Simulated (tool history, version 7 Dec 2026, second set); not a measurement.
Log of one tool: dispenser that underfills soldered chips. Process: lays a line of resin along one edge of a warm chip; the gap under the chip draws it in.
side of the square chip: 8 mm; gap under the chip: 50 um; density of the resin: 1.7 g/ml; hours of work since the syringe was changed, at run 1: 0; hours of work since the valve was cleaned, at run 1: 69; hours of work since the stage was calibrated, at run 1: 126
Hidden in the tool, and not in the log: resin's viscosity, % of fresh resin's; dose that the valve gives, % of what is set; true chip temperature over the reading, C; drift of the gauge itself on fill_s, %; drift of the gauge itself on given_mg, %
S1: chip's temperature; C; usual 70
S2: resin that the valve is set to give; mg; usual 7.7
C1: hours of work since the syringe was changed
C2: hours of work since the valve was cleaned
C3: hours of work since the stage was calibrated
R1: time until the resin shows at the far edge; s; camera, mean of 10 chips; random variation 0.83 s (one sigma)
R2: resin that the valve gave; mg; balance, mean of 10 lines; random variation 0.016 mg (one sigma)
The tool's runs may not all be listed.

Run 1, hour 0: usual settings; C1 0; C2 69; C3 126. Result: R1 83.2 s, R2 7.48 mg.
Run 2, hour 5.6: usual settings; C1 5; C2 73; C3 130. Result: R1 117.4 s, R2 7.45 mg.
Run 3, hour 8.4: usual settings; C1 7; C2 76; C3 133. Result: R1 140.4 s, R2 7.48 mg.
Run 4, hour 13.9: usual settings; C1 11; C2 80; C3 137. Result: R1 200.8 s, R2 7.47 mg.
At hour 14.9: new syringe of resin.
Run 5, hour 16.9: usual settings but S2 6.73 mg; C1 2; C2 82; C3 139. Result: R1 97.6 s, R2 6.53 mg.
Run 6, hour 19.8: usual settings but S1 75 C; C1 4; C2 84; C3 141. Result: R1 86.2 s, R2 7.44 mg.
Run 7, hour 22.2: usual settings but S1 75 C; C1 6; C2 86; C3 143. Result: R1 99.9 s, R2 7.45 mg.
Run 8, hour 27.7: usual settings but S1 72 C; C1 10; C2 91; C3 148. Result: R1 163.4 s, R2 7.4 mg.
At hour 30.2: new syringe of resin.
At hour 32.2: dispensing valve cleaned and set on the balance.
Run 9, hour 32.6: usual settings; C1 1; C2 0; C3 151. Result: R1 89.2 s, R2 7.73 mg.
Run 10, hour 37.4: usual settings but S2 7.13 mg; C1 5; C2 4; C3 154. Result: R1 121.5 s, R2 7.14 mg.
Run 11, hour 43: usual settings but S2 7.13 mg; C1 9; C2 9; C3 159. Result: R1 172.2 s, R2 7.14 mg.
At hour 46.5: new syringe of resin.
Run 12, hour 49.1: usual settings but S2 7.13 mg; C1 2; C2 13; C3 163. Result: R1 95.3 s, R2 7.11 mg.
Run 13, hour 51.8: usual settings; C1 4; C2 15; C3 166. Result: R1 112.9 s, R2 7.65 mg.
Run 14, hour 55.5: usual settings but S1 71 C; C1 7; C2 18; C3 169. Result: R1 136 s, R2 7.66 mg.
Run 15, hour 60.7: usual settings but S2 9.41 mg; C1 11; C2 22; C3 173. Result: R1 189.9 s, R2 9.36 mg.
At hour 62.3: new syringe of resin.
Run 16, hour 65.9: usual settings but S2 9.41 mg; C1 3; C2 26; C3 176. Result: R1 98.8 s, R2 9.35 mg.
Run 17, hour 69.4: usual settings but S1 69 C; C1 6; C2 29; C3 179. Result: R1 136.4 s, R2 7.64 mg.
Run 18, hour 73.8: usual settings but S1 58 C, S2 9.2 mg; C1 9; C2 33; C3 183. Result: R1 308.5 s, R2 9.1 mg.
At hour 77.6: new syringe of resin.
Run 19, hour 79.6: usual settings but S1 65 C, S2 8.01 mg; C1 2; C2 37; C3 187. Result: R1 119 s, R2 7.91 mg.
Run 20, hour 84.5: usual settings but S1 59 C, S2 9.51 mg; C1 5; C2 41; C3 191. Result: R1 219 s, R2 9.39 mg.
Run 21, hour 89.4: usual settings but S1 60 C, S2 7.29 mg; C1 9; C2 45; C3 195. Result: R1 292.8 s, R2 7.19 mg.
Run 22, hour 92.1: usual settings but S1 56 C, S2 7.35 mg; C1 11; C2 47; C3 197. Result: R1 432.3 s, R2 7.22 mg.
At hour 93.1: new syringe of resin.
Run 23, hour 95.4: usual settings but S1 68 C, S2 7.19 mg; C1 2; C2 49; C3 199. Result: R1 108.2 s, R2 7.08 mg.
Run 24, hour 97.8: usual settings but S1 68 C, S2 7.19 mg; C1 4; C2 51; C3 201. Result: R1 125.7 s, R2 7.07 mg.
Run 25, hour 101.6: usual settings but S1 56 C, S2 6.72 mg; C1 7; C2 54; C3 204. Result: R1 315.2 s, R2 6.58 mg.
Run 26, hour 106.1: usual settings but S2 7 mg; C1 10; C2 58; C3 208. Result: R1 194.9 s, R2 6.86 mg.
At hour 108.6: new syringe of resin.
Run 27, hour 110.9: usual settings but S1 66 C, S2 6.7 mg; C1 2; C2 61; C3 212. Result: R1 123.9 s, R2 6.53 mg.
Run 28, hour 113.3: usual settings but S1 60 C, S2 7.95 mg; C1 4; C2 63; C3 213. Result: R1 191.4 s, R2 7.75 mg.
Run 29, hour 115.9: usual settings but S1 74 C, S2 7.1 mg; C1 6; C2 65; C3 216. Result: R1 109 s, R2 6.9 mg.
Run 30, hour 118.4: usual settings but S1 74 C, S2 7.1 mg; C1 8; C2 67; C3 218. Result: R1 127.6 s, R2 6.93 mg.
Run 31, hour 121.9: usual settings but S1 74 C, S2 6.58 mg; C1 11; C2 70; C3 220. Result: R1 164.3 s, R2 6.39 mg.
At hour 124.3: new syringe of resin.
Run 32, hour 125.8: usual settings but S1 74 C, S2 6.58 mg; C1 1; C2 73; C3 223. Result: R1 78.2 s, R2 6.4 mg.
Run 33, hour 129.7: usual settings but S1 74 C, S2 8.25 mg; C1 4; C2 76; C3 226. Result: R1 92 s, R2 8.02 mg.

Forecast each of these 4 alternatives for the next run:
Run A, hour 133.5: usual settings but S1 80 C, S2 8.25 mg; C1 7; C2 79; C3 229. Result: R1 ?, R2 ?.
Run B, hour 133.5: usual settings but S1 78 C, S2 6.79 mg; C1 7; C2 79; C3 229. Result: R1 ?, R2 ?.
Run C, hour 133.5: usual settings but S1 55 C, S2 9.39 mg; C1 7; C2 79; C3 229. Result: R1 ?, R2 ?.
Run D, hour 133.5: usual settings but S1 59 C, S2 7.25 mg; C1 7; C2 79; C3 229. Result: R1 ?, R2 ?.

run     R1    R2
  A   88.7  7.99
  B  101.9  6.61
  C    313  9.12
  D  262.4  7.02
Without the tool's hidden state the same runs would have given:
run     R1    R2
  A   47.5  8.24
  B   54.3  6.82
  C  166.1  9.41
  D  138.7  7.24
